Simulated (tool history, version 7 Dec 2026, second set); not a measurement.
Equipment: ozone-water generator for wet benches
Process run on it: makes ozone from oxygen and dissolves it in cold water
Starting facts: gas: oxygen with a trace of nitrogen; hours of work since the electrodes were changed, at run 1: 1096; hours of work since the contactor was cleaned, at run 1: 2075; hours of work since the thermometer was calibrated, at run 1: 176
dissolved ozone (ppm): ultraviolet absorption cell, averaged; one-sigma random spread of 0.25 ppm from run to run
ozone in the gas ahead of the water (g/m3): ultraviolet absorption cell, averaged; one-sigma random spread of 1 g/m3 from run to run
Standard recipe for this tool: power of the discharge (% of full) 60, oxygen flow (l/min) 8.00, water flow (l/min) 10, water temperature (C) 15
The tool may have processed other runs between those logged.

run    hour  power of the discharge (% of full)  oxygen flow (l/min)  water flow (l/min)  water temperature (C)  hours of work since the electrodes were changed  hours of work since the contactor was cleaned  hours of work since the thermometer was calibrated  dissolved ozone (ppm)  ozone in the gas ahead of the water (g/m3)
  1     0.0                                  60                 8.00                  10                     15                                             1096                                           2075                                                 176                   35.0                                       167.8
  2    63.0                                  60                 8.00                  10                     20                                             1150                                           2129                                                 230                   31.4                                       166.5
  3   143.0                                  60                 8.00                  10                     20                                             1219                                           2198                                                 299                   30.7                                       168.5
  4   220.8                                  60                 8.00                  10                     20                                             1286                                           2265                                                 365                   30.9                                       169.5
      259.9  -- contactor cleaned
  5   330.5                                  44                 8.00                  10                     15                                             1377                                             61                                                 456                   28.7                                       136.2
  6   416.8                                  44                 8.00                  10                     15                                             1451                                            135                                                 531                   28.8                                       137.1
  7   511.2                                  67                 8.00                  10                     15                                             1532                                            216                                                 612                   36.8                                       175.7
  8   614.6                                  67                 8.00                  10                     15                                             1621                                            305                                                 701                   36.6                                       174.8
  9   673.6                                  67                 8.00                  10                     15                                             1671                                            356                                                 751                   36.5                                       174.6
 10   736.8                                  67                 8.00                  10                     15                                             1726                                            410                                                 806                   36.0                                       174.6
 11   820.1                                  60                 8.00                  10                     15                                             1797                                            482                                                 877                   33.7                                       162.3
 12   916.2                                  98                 8.00                  10                     15                                             1880                                            564                                                 960                   44.6                                       216.4
 13  1030.6                                  98                 8.00                   8                     15                                             1978                                            663                                                1058                   50.1                                       213.8
 14  1082.1                                  98                 8.00                   8                     15                                             2023                                            707                                                1103                   49.2                                       216.0
 15  1150.6                                  60                 8.00                  10                     15                                             2082                                            766                                                1161                   33.1                                       160.3
 16  1224.4                                  60                 8.00                  10                     15                                             2145                                            829                                                1225                   32.8                                       157.4
 17  1301.8                                  60                 8.00                  10                     15                                             2212                                            896                                                1291                   32.7                                       158.9
 18  1414.5                                  41                 6.09                  14                      8                                             2308                                            993                                                1388                   23.6                                       138.3
 19  1514.5                                  41                 5.98                   8                      8                                             2394                                           1079                                                1474                   34.2                                       139.3
 20  1611.9                                  41                 5.98                  15                     10                                             2478                                           1162                                                1558                   21.3                                       138.2
 21  1705.8                                  41                 5.98                  15                     10                                             2559                                           1243                                                1639                   21.5                                       137.2
 22  1812.4                                  45                 8.00                  10                     15                                             2651                                           1335                                                1730                   26.8                                       132.4
 23  1892.8                                  45                 8.00                  10                     15                                             2720                                           1404                                                1800                   26.9                                       130.4
 24  1973.1                                  64                 7.56                  13                     15                                             2789                                           1473                                                1869                   27.7                                       161.7
 25  2032.9                                  64                 7.56                  13                     15                                             2840                                           1524                                                1920                   28.1                                       160.8
 26  2151.2                                  60                 8.00                  10                     10                                             2942                                           1626                                                2022                   34.7                                       153.3
 27  2267.7                                  60                 8.00                  10                     10                                             3042                                           1726                                                2122                   34.6                                       151.0
 28  2365.4                                  82                 8.00                  10                     18                                             3126                                           1810                                                2206                   34.5                                       179.5
 29  2462.1                                  82                 8.00                  10                     18                                             3209                                           1893                                                2289                   34.1                                       177.8
 30  2571.6                                  82                 8.00                  10                     18                                             3303                                           1988                                                2383                   33.1                                       176.3
 31  2640.3                                  82                 8.00                  10                     18                                             3362                                           2047                                                2442                   33.8                                       176.9
 32  2748.4                                  58                 8.00                  14                     15                                             3455                                           2140                                                2535                   23.9                                       142.5
 33  2855.7                                  60                 5.49                  10                     10                                             3548                                           2232                                                2627                   32.9                                       163.4
     2938.4  -- contactor cleaned
 34  2948.4                                  60                 4.31                  10                     15                                             3624                                              9                                                2704                   29.3                                       179.0

Had the tool no unlogged condition, and each run kept its random variation, what would the results have been?
Hidden state present: yield of the discharge, % of new electrodes'; contactor's efficiency, % of a clean one's; true water temperature over the reading, C; drift of the gauge itself on ozone_ppm, %; drift of the gauge itself on gas_g_m3, %.
run  dissolved ozone (ppm)  ozone in the gas ahead of the water (g/m3)
  1                   37.8                                       178.7
  2                   34.0                                       177.7
  3                   33.5                                       180.5
  4                   33.8                                       182.1
  5                   30.6                                       144.6
  6                   30.8                                       146.0
  7                   40.6                                       192.6
  8                   40.6                                       192.6
  9                   40.6                                       193.0
 10                   40.2                                       193.7
 11                   37.6                                       179.4
 12                   51.8                                       248.8
 13                   58.6                                       247.7
 14                   57.8                                       250.9
 15                   37.6                                       180.0
 16                   37.4                                       177.4
 17                   37.5                                       179.7
 18                   26.3                                       152.0
 19                   38.3                                       153.8
 20                   24.0                                       153.1
 21                   24.3                                       152.6
 22                   30.8                                       149.1
 23                   31.0                                       147.4
 24                   33.3                                       190.5
 25                   34.0                                       189.9
 26                   41.9                                       181.0
 27                   42.0                                       179.2
 28                   43.8                                       222.3
 29                   43.6                                       221.5
 30                   42.7                                       221.1
 31                   43.6                                       222.9
 32                   29.9                                       173.0
 33                   41.3                                       200.4
 34                   36.5                                       220.4
